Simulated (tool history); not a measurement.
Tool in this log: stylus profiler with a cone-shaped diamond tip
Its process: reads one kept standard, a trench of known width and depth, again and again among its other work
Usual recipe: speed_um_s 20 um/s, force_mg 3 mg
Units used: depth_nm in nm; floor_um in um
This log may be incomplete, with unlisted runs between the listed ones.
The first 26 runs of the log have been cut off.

run   hour  speed_um_s  force_mg  scans with this tip  hours of work since the height scale was calibrated  depth_nm  floor_um
 27  405.1          61      1.05                 4072                                                  766   1008.25     22.93
 28  415.7          12      2.48                 4105                                                  772   1011.03     23.09
 29  433.6          20      1.06                 4161                                                  782   1007.91     23.04
 30  455.3          20      1.06                 4229                                                  795   1008.08     22.97
 31    476          13      3.23                 4294                                                  807   1013.41     23.01
 32  487.6          12      3.23                 4330                                                  814    1013.4     23.05
 33  507.6           7      1.27                 4393                                                  826   1008.97     23.02
 34  529.5           7      4.79                 4462                                                  839   1016.35     22.95
 35  545.5           7      4.79                 4512                                                  848   1016.27     23.08
 36  560.9           8      2.95                 4561                                                  857   1012.77     22.95
 37  570.7          18      3.85                 4591                                                  863   1014.55     23.01
 38  589.3          18      1.74                 4650                                                  874   1010.11     22.99

Each row is a separate what-if for the run after 38, all from the same tool condition, not one after another. Results?
  A  605.2           7      8.44                 4699                                                  884         ?         ?
  B  605.2          56         3                 4699                                                  884         ?         ?
  C  605.2          18      3.03                 4699                                                  884         ?         ?
  D  605.2          56      1.98                 4699                                                  884         ?         ?

run  depth_nm  floor_um
  A    1022.3     22.99
  B   1012.93     22.89
  C   1013.42     22.98
  D   1010.38     22.88
Without the tool's unlogged condition, the same runs would have read:
run  depth_nm  floor_um
  A    1018.3        24
  B   1008.97      23.9
  C   1009.46     23.99
  D   1006.43      23.9
